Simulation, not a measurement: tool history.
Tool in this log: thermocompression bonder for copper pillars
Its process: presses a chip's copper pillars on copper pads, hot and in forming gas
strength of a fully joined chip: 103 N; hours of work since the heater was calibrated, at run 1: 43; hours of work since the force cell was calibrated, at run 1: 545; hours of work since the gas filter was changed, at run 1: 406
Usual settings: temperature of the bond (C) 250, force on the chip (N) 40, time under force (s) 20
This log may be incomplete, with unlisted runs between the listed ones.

run,hour,temperature of the bond (C),force on the chip (N),time under force (s),hours of work since the heater was calibrated,hours of work since the force cell was calibrated,hours of work since the gas filter was changed,force that shears a chip off (N)
1,0,250,40,20,43,545,406,57.2
2,18.5,245,40,20,55,557,418,53.8
3,50.7,245,40,20,77,579,440,54.5
4,82.8,245,40,20,98,601,461,55.1
# hour 87.1: forming gas filter changed
5,103.3,250,40,20,112,614,11,58.8
6,126.3,250,40,20,127,629,26,57.7
7,154.7,250,40,20,146,649,45,58.1
8,176.7,250,40,20,161,663,60,55.8
9,212,250,33,20,185,687,84,52.1
10,239,250,40,20,203,705,102,55.9
11,267.3,250,40,20,222,724,121,57.5
12,292.5,250,40,20,239,741,138,56
13,322.9,250,40,20,259,762,158,57.5
14,355.7,250,40,11,281,784,180,46.3
15,385.5,221,29,24,301,804,200,33.9
16,420.3,250,33,13,325,827,224,44.6
17,445.7,250,33,13,342,844,241,44.3
18,461.8,250,33,13,353,855,252,44.5
19,489.6,224,57,41,371,874,270,63.8
20,519.5,226,44,56,391,894,290,61.9
21,538.1,226,45,14,404,906,303,38.7
22,571.3,226,45,14,426,928,325,38.2
23,585.9,226,45,14,436,938,335,38.4
24,612.8,272,40,19,454,956,353,69.4
25,644.3,272,40,19,475,977,374,70.1
26,668.2,250,42,42,491,993,390,70.6
27,703.9,250,42,42,515,1017,414,72.3

Each row is a separate what-if for the run after 27, all from the same tool condition, not one after another. Results?
A,730.4,250,34,42,533,1035,432,?
B,730.4,230,50,42,533,1035,432,?
C,730.4,250,34,20,533,1035,432,?
D,730.4,228,42,14,533,1035,432,?
E,730.4,229,39,45,533,1035,432,?

run,force that shears a chip off (N)
A,68
B,63.5
C,53.5
D,39.4
E,57.2
Without the tool's hidden state the same runs would have given:
run,force that shears a chip off (N)
A,68.4
B,63.8
C,53.8
D,39.6
E,57.6
